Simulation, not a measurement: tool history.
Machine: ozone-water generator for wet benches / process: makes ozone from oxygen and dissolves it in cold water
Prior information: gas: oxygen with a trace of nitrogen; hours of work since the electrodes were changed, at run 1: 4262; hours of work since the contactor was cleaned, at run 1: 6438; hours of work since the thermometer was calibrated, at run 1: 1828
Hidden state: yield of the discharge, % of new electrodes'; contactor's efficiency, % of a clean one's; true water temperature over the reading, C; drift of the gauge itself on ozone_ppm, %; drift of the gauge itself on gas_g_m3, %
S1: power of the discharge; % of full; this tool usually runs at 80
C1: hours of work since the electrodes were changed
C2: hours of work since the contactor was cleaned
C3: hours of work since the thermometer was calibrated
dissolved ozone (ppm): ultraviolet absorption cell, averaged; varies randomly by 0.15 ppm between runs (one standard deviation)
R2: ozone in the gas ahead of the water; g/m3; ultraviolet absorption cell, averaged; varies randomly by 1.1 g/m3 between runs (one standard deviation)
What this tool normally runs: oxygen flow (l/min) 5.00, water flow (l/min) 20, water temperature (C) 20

run 1 hour=0.0 | S1=80 oxygen_flow_(l/min)=5.00 water_flow_(l/min)=20 water_temperature_(C)=20 | C1=4262 C2=6438 C3=1828 | dissolved_ozone_(ppm)=18.7 R2=186.2
run 2 hour=65.9 | S1=80 oxygen_flow_(l/min)=5.00 water_flow_(l/min)=20 water_temperature_(C)=20 | C1=4325 C2=6502 C3=1892 | dissolved_ozone_(ppm)=18.7 R2=185.4
-- hour=119.2 contactor cleaned
run 3 hour=141.9 | S1=80 oxygen_flow_(l/min)=5.00 water_flow_(l/min)=20 water_temperature_(C)=20 | C1=4394 C2=22 C3=1961 | dissolved_ozone_(ppm)=18.5 R2=185.2
run 4 hour=280.9 | S1=80 oxygen_flow_(l/min)=5.00 water_flow_(l/min)=20 water_temperature_(C)=20 | C1=4528 C2=155 C3=2094 | dissolved_ozone_(ppm)=18.4 R2=184.2
run 5 hour=341.7 | S1=80 oxygen_flow_(l/min)=5.00 water_flow_(l/min)=20 water_temperature_(C)=20 | C1=4586 C2=214 C3=2153 | dissolved_ozone_(ppm)=18.2 R2=184.6
run 6 hour=435.5 | S1=42 oxygen_flow_(l/min)=5.00 water_flow_(l/min)=20 water_temperature_(C)=20 | C1=4676 C2=304 C3=2243 | dissolved_ozone_(ppm)=10.4 R2=104.6
run 7 hour=558.6 | S1=80 oxygen_flow_(l/min)=5.00 water_flow_(l/min)=20 water_temperature_(C)=20 | C1=4794 C2=422 C3=2361 | dissolved_ozone_(ppm)=18.4 R2=185.8
run 8 hour=667.2 | S1=80 oxygen_flow_(l/min)=5.00 water_flow_(l/min)=20 water_temperature_(C)=20 | C1=4899 C2=526 C3=2465 | dissolved_ozone_(ppm)=18.4 R2=186.4
run 9 hour=793.2 | S1=80 oxygen_flow_(l/min)=5.00 water_flow_(l/min)=20 water_temperature_(C)=20 | C1=5020 C2=647 C3=2586 | dissolved_ozone_(ppm)=18.2 R2=185.8
run 10 hour=921.7 | S1=80 oxygen_flow_(l/min)=5.00 water_flow_(l/min)=20 water_temperature_(C)=20 | C1=5143 C2=770 C3=2709 | dissolved_ozone_(ppm)=18.3 R2=186.0
run 11 hour=1029.8 | S1=80 oxygen_flow_(l/min)=3.63 water_flow_(l/min)=20 water_temperature_(C)=20 | C1=5247 C2=874 C3=2813 | dissolved_ozone_(ppm)=18.7 R2=219.4
run 12 hour=1113.6 | S1=80 oxygen_flow_(l/min)=3.63 water_flow_(l/min)=20 water_temperature_(C)=20 | C1=5327 C2=955 C3=2894 | dissolved_ozone_(ppm)=18.2 R2=221.6
run 13 hour=1232.0 | S1=40 oxygen_flow_(l/min)=5.66 water_flow_(l/min)=21 water_temperature_(C)=16 | C1=5441 C2=1068 C3=3007 | dissolved_ozone_(ppm)=10.3 R2=92.4
run 14 hour=1327.0 | S1=40 oxygen_flow_(l/min)=5.66 water_flow_(l/min)=21 water_temperature_(C)=16 | C1=5532 C2=1160 C3=3098 | dissolved_ozone_(ppm)=10.1 R2=92.7
run 15 hour=1441.7 | S1=81 oxygen_flow_(l/min)=8.64 water_flow_(l/min)=12 water_temperature_(C)=25 | C1=5642 C2=1270 C3=3209 | dissolved_ozone_(ppm)=20.1 R2=134.2
run 16 hour=1575.5 | S1=80 oxygen_flow_(l/min)=3.32 water_flow_(l/min)=20 water_temperature_(C)=20 | C1=5771 C2=1398 C3=3337 | dissolved_ozone_(ppm)=18.5 R2=233.5
run 17 hour=1663.3 | S1=75 oxygen_flow_(l/min)=4.01 water_flow_(l/min)=19 water_temperature_(C)=14 | C1=5855 C2=1482 C3=3421 | dissolved_ozone_(ppm)=19.5 R2=195.7

Run 18 comes next. What will it give?
run 18 hour=1783.2 | S1=80 oxygen_flow_(l/min)=5.00 water_flow_(l/min)=13 water_temperature_(C)=15 | C1=5970 C2=1598 C3=3536 | dissolved_ozone_(ppm)=? R2=?

{"run 18": {"dissolved ozone (ppm)": 26.5, "R2": 182.6}}
Without the tool's hidden state the same run would have given dissolved ozone (ppm) 26.5, R2 185.1 g/m3.
